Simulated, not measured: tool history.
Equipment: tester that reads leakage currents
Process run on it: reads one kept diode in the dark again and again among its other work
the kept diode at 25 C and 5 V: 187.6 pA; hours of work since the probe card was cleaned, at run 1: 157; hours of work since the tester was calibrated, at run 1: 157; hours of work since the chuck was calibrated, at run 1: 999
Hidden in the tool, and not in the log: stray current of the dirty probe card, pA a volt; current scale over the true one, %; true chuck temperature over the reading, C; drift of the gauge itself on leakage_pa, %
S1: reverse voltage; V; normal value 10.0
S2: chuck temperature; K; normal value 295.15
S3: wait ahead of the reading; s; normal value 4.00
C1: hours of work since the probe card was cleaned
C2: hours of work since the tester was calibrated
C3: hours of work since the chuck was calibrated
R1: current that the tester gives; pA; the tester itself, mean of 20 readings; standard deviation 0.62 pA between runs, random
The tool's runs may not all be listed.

run 1 hour=0.0 | S1=10.0 S2=295.15 S3=4.00 | C1=157 C2=157 C3=999 | R1=191.49
-- hour=27.6 chuck's temperature calibrated
run 2 hour=116.8 | S1=10.0 S2=295.15 S3=0.52 | C1=243 C2=243 C3=67 | R1=205.82
run 3 hour=256.2 | S1=10.0 S2=295.15 S3=0.52 | C1=347 C2=347 C3=171 | R1=203.76
run 4 hour=355.5 | S1=10.0 S2=295.15 S3=0.52 | C1=421 C2=421 C3=245 | R1=202.81
run 5 hour=487.1 | S1=10.0 S2=295.15 S3=4.00 | C1=519 C2=519 C3=344 | R1=199.06
run 6 hour=554.6 | S1=10.0 S2=303.15 S3=4.00 | C1=570 C2=570 C3=394 | R1=358.10
run 7 hour=634.0 | S1=3.0 S2=295.15 S3=4.00 | C1=629 C2=629 C3=453 | R1=113.73
run 8 hour=725.4 | S1=10.0 S2=295.15 S3=4.00 | C1=698 C2=698 C3=522 | R1=197.81
run 9 hour=850.5 | S1=10.0 S2=295.15 S3=5.75 | C1=791 C2=791 C3=615 | R1=196.38
run 10 hour=920.4 | S1=10.0 S2=295.15 S3=5.75 | C1=843 C2=843 C3=667 | R1=194.53
run 11 hour=1011.7 | S1=13.6 S2=295.15 S3=4.00 | C1=911 C2=911 C3=736 | R1=223.89
run 12 hour=1133.4 | S1=10.0 S2=295.15 S3=4.00 | C1=1003 C2=1003 C3=827 | R1=192.95
run 13 hour=1249.1 | S1=10.0 S2=327.15 S3=4.00 | C1=1089 C2=1089 C3=913 | R1=1694.69
run 14 hour=1362.6 | S1=10.0 S2=327.15 S3=4.00 | C1=1174 C2=1174 C3=998 | R1=1688.92
-- hour=1392.7 chuck's temperature calibrated
run 15 hour=1461.4 | S1=10.0 S2=327.15 S3=4.00 | C1=1246 C2=1246 C3=51 | R1=1793.77
run 16 hour=1591.5 | S1=10.0 S2=327.15 S3=4.00 | C1=1343 C2=1343 C3=149 | R1=1780.45
run 17 hour=1689.3 | S1=10.0 S2=295.15 S3=4.00 | C1=1417 C2=1417 C3=222 | R1=202.21
run 18 hour=1801.3 | S1=10.0 S2=295.15 S3=0.53 | C1=1500 C2=1500 C3=305 | R1=203.03
-- hour=1816.5 probe card cleaned and baked
run 19 hour=1908.1 | S1=2.1 S2=293.15 S3=2.35 | C1=68 C2=1578 C3=383 | R1=82.64
run 20 hour=1986.3 | S1=2.1 S2=293.15 S3=2.35 | C1=127 C2=1636 C3=442 | R1=82.00
run 21 hour=2121.9 | S1=3.2 S2=328.15 S3=0.53 | C1=228 C2=1738 C3=543 | R1=1086.09
run 22 hour=2224.6 | S1=1.7 S2=305.15 S3=4.00 | C1=305 C2=1814 C3=620 | R1=177.03
run 23 hour=2344.3 | S1=10.0 S2=297.15 S3=2.00 | C1=395 C2=1904 C3=709 | R1=223.99
run 24 hour=2457.8 | S1=2.1 S2=310.15 S3=0.47 | C1=479 C2=1989 C3=794 | R1=274.70
run 25 hour=2588.6 | S1=2.1 S2=310.15 S3=0.47 | C1=577 C2=2087 C3=892 | R1=273.13
run 26 hour=2730.3 | S1=10.0 S2=310.15 S3=1.44 | C1=683 C2=2192 C3=998 | R1=550.70

The next listed run, before its measurement:
-- hour=2756.1 chuck's temperature calibrated
run 27 hour=2858.3 | S1=1.2 S2=295.15 S3=4.94 | C1=777 C2=2287 C3=76 | R1=?

{"run 27": {"R1": 76.35}}
If the tool had no hidden condition, the same run with the same run-to-run variation would have returned R1 78.11 pA.

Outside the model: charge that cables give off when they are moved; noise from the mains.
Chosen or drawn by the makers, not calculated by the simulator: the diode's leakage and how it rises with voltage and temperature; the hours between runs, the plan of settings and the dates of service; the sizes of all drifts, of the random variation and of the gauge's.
